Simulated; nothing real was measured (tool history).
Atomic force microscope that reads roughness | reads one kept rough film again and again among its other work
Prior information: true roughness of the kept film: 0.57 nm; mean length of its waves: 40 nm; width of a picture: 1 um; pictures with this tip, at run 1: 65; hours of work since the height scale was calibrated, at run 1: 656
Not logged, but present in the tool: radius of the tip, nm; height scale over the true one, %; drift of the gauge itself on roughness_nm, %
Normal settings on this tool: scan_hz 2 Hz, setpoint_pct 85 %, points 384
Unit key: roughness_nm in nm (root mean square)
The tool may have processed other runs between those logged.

run,day,scan_hz,setpoint_pct,points,pictures with this tip,hours of work since the height scale was calibrated,roughness_nm
1,0,2,85,384,65,656,0.509
2,2.492,2,85,384,167,703,0.493
3,3.846,2,85,384,222,729,0.486
4,5.804,2,85,384,302,766,0.486
5,7.512,2,85,296,371,798,0.482
# day 8.025: new tip fitted
6,9.929,2.39,85,384,78,844,0.495
7,12.642,2.39,73,384,188,895,0.508
8,14.333,2.39,73,384,257,927,0.506
9,16.896,2.39,73,384,361,976,0.501
# day 17.592: new tip fitted
10,19.879,2.39,73,384,93,1032,0.52
11,21.508,2.39,75,945,159,1063,0.501
12,23.671,2.39,75,945,247,1104,0.505
13,25.433,1.47,58,886,319,1137,0.524
14,26.85,0.64,56,407,377,1164,0.521
# day 27.15: new tip fitted
15,29.721,3.74,82,276,105,1218,0.475
# day 31.167: height scale calibrated on a step standard
16,32.383,3.74,82,276,211,23,0.479
17,34.092,0.78,77,545,281,56,0.52

Predict each of these 5 candidate next runs independently; none follows another, all start after run 17:
A,36.15,1.21,60,545,365,94,?
B,36.15,0.78,67,480,365,94,?
C,36.15,1.31,76,313,365,94,?
D,36.15,3.81,77,545,365,94,?
E,36.15,1.72,81,471,365,94,?

run,roughness_nm
A,0.524
B,0.542
C,0.511
D,0.485
E,0.502
With no hidden state in the tool, these same runs would have given:
run,roughness_nm
A,0.554
B,0.571
C,0.54
D,0.512
E,0.53
